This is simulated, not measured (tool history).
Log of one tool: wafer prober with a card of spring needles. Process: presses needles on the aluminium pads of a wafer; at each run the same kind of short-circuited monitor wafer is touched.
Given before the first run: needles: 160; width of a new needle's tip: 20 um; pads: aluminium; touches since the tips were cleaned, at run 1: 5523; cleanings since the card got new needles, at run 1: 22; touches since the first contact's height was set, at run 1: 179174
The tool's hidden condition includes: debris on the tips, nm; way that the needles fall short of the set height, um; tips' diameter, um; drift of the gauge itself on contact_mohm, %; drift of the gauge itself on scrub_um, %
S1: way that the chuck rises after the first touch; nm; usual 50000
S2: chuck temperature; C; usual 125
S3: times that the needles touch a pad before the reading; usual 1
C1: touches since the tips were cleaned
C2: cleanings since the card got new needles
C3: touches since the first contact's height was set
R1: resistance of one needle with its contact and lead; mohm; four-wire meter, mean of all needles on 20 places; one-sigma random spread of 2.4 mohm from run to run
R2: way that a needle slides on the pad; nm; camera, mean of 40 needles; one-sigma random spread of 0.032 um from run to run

Run 1, day 0.000: usual settings; C1 5523; C2 22; C3 179174. Result: R1 269 mohm, R2 10130 nm.
At day 0.500: tips cleaned on abrasive film.
Run 2, day 0.750: usual settings but S2 93 C; C1 1193; C2 23; C3 182741. Result: R1 259 mohm, R2 10210 nm.
Run 3, day 1.550: usual settings but S2 93 C; C1 5033; C2 23; C3 186581. Result: R1 258 mohm, R2 10120 nm.
At day 2.179: tips cleaned on abrasive film.
Run 4, day 2.904: usual settings but S2 72 C; C1 3474; C2 24; C3 193060. Result: R1 254 mohm, R2 10180 nm.
At day 3.788: tips cleaned on abrasive film.
Run 5, day 4.050: usual settings but S1 40000 nm; C1 1267; C2 25; C3 198536. Result: R1 282 mohm, R2 8160 nm.
Run 6, day 5.238: usual settings but S1 40000 nm; C1 6951; C2 25; C3 204220. Result: R1 277 mohm, R2 8150 nm.
At day 5.458: tips cleaned on abrasive film.
Run 7, day 6.150: usual settings but S1 40000 nm; C1 3322; C2 26; C3 208571. Result: R1 277 mohm, R2 8130 nm.
At day 7.088: tips cleaned on abrasive film.
Run 8, day 7.658: usual settings but S1 40000 nm; C1 2736; C2 27; C3 215781. Result: R1 279 mohm, R2 8120 nm.
At day 8.771: tips cleaned on abrasive film.
Run 9, day 9.167: usual settings but S1 40000 nm; C1 1890; C2 28; C3 222994. Result: R1 279 mohm, R2 8200 nm.
Run 10, day 10.050: usual settings but S1 40000 nm; C1 6122; C2 28; C3 227226. Result: R1 278 mohm, R2 8100 nm.
At day 10.462: tips cleaned on abrasive film.
At day 11.246: height of the first contact set anew.
Run 11, day 11.446: usual settings; C1 4661; C2 29; C3 957. Result: R1 269 mohm, R2 10200 nm.
At day 12.138: tips cleaned on abrasive film.
Run 12, day 12.583: usual settings but S3 3; C1 2131; C2 30; C3 6382. Result: R1 271 mohm, R2 10220 nm.
Run 13, day 13.475: usual settings but S3 3; C1 6406; C2 30; C3 10657. Result: R1 273 mohm, R2 10200 nm.
At day 13.742: tips cleaned on abrasive film.
Run 14, day 14.442: usual settings but S3 3; C1 3364; C2 31; C3 15285. Result: R1 272 mohm, R2 10140 nm.
At day 15.454: tips cleaned on abrasive film.
Run 15, day 15.633: usual settings but S3 2; C1 869; C2 32; C3 20972. Result: R1 269 mohm, R2 10220 nm.
Run 16, day 16.912: usual settings but S1 48000 nm; C1 6997; C2 32; C3 27100. Result: R1 271 mohm, R2 9750 nm.
At day 17.054: tips cleaned on abrasive film.
Run 17, day 18.546: usual settings but S1 48000 nm; C1 7157; C2 33; C3 34915. Result: R1 266 mohm, R2 9710 nm.
At day 18.658: tips cleaned on abrasive film.
Run 18, day 19.692: usual settings but S1 32000 nm, S2 97 C; C1 4972; C2 34; C3 40390. Result: R1 278 mohm, R2 6500 nm.
At day 20.258: tips cleaned on abrasive film.
Run 19, day 20.412: usual settings but S1 32000 nm, S2 97 C; C1 744; C2 35; C3 43819. Result: R1 274 mohm, R2 6460 nm.
Run 20, day 21.683: usual settings but S1 39000 nm, S2 92 C; C1 6843; C2 35; C3 49918. Result: R1 265 mohm, R2 7930 nm.
At day 21.846: tips cleaned on abrasive film.
Run 21, day 22.954: usual settings but S1 39000 nm, S2 92 C; C1 5297; C2 36; C3 55971. Result: R1 267 mohm, R2 7950 nm.
At day 23.500: tips cleaned on abrasive film.
Run 22, day 24.233: usual settings but S1 39000 nm, S2 92 C; C1 3508; C2 37; C3 62093. Result: R1 269 mohm, R2 7950 nm.
At day 25.088: tips cleaned on abrasive film.
Run 23, day 25.358: usual settings but S1 39000 nm, S2 92 C; C1 1300; C2 38; C3 67456. Result: R1 269 mohm, R2 7960 nm.
Run 24, day 26.250: usual settings but S1 41000 nm, S2 80 C; C1 5579; C2 38; C3 71735. Result: R1 262 mohm, R2 8360 nm.
At day 26.675: tips cleaned on abrasive film.
Run 25, day 27.088: usual settings but S1 41000 nm, S2 80 C; C1 1974; C2 39; C3 75725. Result: R1 264 mohm, R2 8400 nm.
Run 26, day 28.038: usual settings but S1 41000 nm, S2 80 C, S3 2; C1 6528; C2 39; C3 80279. Result: R1 264 mohm, R2 8360 nm.
At day 28.283: tips cleaned on abrasive film.
Run 27, day 29.367: usual settings but S1 69000 nm, S2 56 C; C1 5204; C2 40; C3 86642. Result: R1 248 mohm, R2 13990 nm.
At day 29.921: tips cleaned on abrasive film.
Run 28, day 30.783: usual settings but S2 112 C, S3 2; C1 4139; C2 41; C3 93413. Result: R1 273 mohm, R2 10130 nm.
At day 31.525: tips cleaned on abrasive film.
Run 29, day 32.246: usual settings but S1 53000 nm, S2 48 C, S3 2; C1 3457; C2 42; C3 100406. Result: R1 245 mohm, R2 10720 nm.
At day 33.146: tips cleaned on abrasive film.
Run 30, day 33.146: usual settings but S3 2; C1 0; C2 43; C3 104682. Result: R1 269 mohm, R2 10090 nm.
Run 31, day 34.529: usual settings but S1 30000 nm, S2 65 C, S3 2; C1 6636; C2 43; C3 111318. Result: R1 270 mohm, R2 6100 nm.
At day 34.775: tips cleaned on abrasive film.
Run 32, day 36.175: usual settings but S1 30000 nm, S2 65 C, S3 2; C1 6702; C2 44; C3 119185. Result: R1 269 mohm, R2 6090 nm.
At day 36.412: tips cleaned on abrasive film.
Run 33, day 37.221: usual settings but S1 30000 nm, S2 65 C, S3 2; C1 3866; C2 45; C3 124183. Result: R1 268 mohm, R2 6080 nm.

How the hidden state differs across the entries between the runs, from the last listed run before each to the first after it:
In the gap between runs 1 and 2: tips cleaned on abrasive film (day 0.500)
  debris on the tips, nm: 0.5 -> 0.2
In the gap between runs 3 and 4: tips cleaned on abrasive film (day 2.179)
  debris on the tips, nm: 0.5 -> 0.4; tips' diameter, um: 20 -> 20.01
In the gap between runs 4 and 5: tips cleaned on abrasive film (day 3.788)
  debris on the tips, nm: 0.4 -> 0.2; way that the needles fall short of the set height, um: 0.01 -> 0.02
In the gap between runs 6 and 7: tips cleaned on abrasive film (day 5.458)
  debris on the tips, nm: 0.6 -> 0.4
In the gap between runs 7 and 8: tips cleaned on abrasive film (day 7.088)
  no difference in the tool's unlogged condition between these two runs
In the gap between runs 8 and 9: tips cleaned on abrasive film (day 8.771)
  debris on the tips, nm: 0.4 -> 0.3
In the gap between runs 10 and 11: tips cleaned on abrasive film (day 10.462); height of the first contact set anew (day 11.246)
  debris on the tips, nm: 0.6 -> 0.5; way that the needles fall short of the set height, um: 0.02 -> 0
In the gap between runs 11 and 12: tips cleaned on abrasive film (day 12.138)
  debris on the tips, nm: 0.5 -> 0.3
In the gap between runs 13 and 14: tips cleaned on abrasive film (day 13.742)
  debris on the tips, nm: 0.6 -> 0.4
In the gap between runs 14 and 15: tips cleaned on abrasive film (day 15.454)
  debris on the tips, nm: 0.4 -> 0.2
In the gap between runs 16 and 17: tips cleaned on abrasive film (day 17.054)
  no difference in the tool's unlogged condition between these two runs
In the gap between runs 17 and 18: tips cleaned on abrasive film (day 18.658)
  debris on the tips, nm: 0.6 -> 0.5
In the gap between runs 18 and 19: tips cleaned on abrasive film (day 20.258)
  debris on the tips, nm: 0.5 -> 0.2
In the gap between runs 20 and 21: tips cleaned on abrasive film (day 21.846)
  debris on the tips, nm: 0.6 -> 0.5
In the gap between runs 21 and 22: tips cleaned on abrasive film (day 23.500)
  no difference in the tool's unlogged condition between these two runs
In the gap between runs 22 and 23: tips cleaned on abrasive film (day 25.088)
  debris on the tips, nm: 0.5 -> 0.2; way that the needles fall short of the set height, um: 0 -> 0.01
In the gap between runs 24 and 25: tips cleaned on abrasive film (day 26.675)
  debris on the tips, nm: 0.5 -> 0.3
In the gap between runs 26 and 27: tips cleaned on abrasive film (day 28.283)
  debris on the tips, nm: 0.6 -> 0.5
In the gap between runs 27 and 28: tips cleaned on abrasive film (day 29.921)
  no difference in the tool's unlogged condition between these two runs
In the gap between runs 28 and 29: tips cleaned on abrasive film (day 31.525)
  no difference in the tool's unlogged condition between these two runs
In the gap between runs 29 and 30: tips cleaned on abrasive film (day 33.146)
  debris on the tips, nm: 0.5 -> 0.1
In the gap between runs 31 and 32: tips cleaned on abrasive film (day 34.775)
  no difference in the tool's unlogged condition between these two runs
In the gap between runs 32 and 33: tips cleaned on abrasive film (day 36.412)
  debris on the tips, nm: 0.6 -> 0.5

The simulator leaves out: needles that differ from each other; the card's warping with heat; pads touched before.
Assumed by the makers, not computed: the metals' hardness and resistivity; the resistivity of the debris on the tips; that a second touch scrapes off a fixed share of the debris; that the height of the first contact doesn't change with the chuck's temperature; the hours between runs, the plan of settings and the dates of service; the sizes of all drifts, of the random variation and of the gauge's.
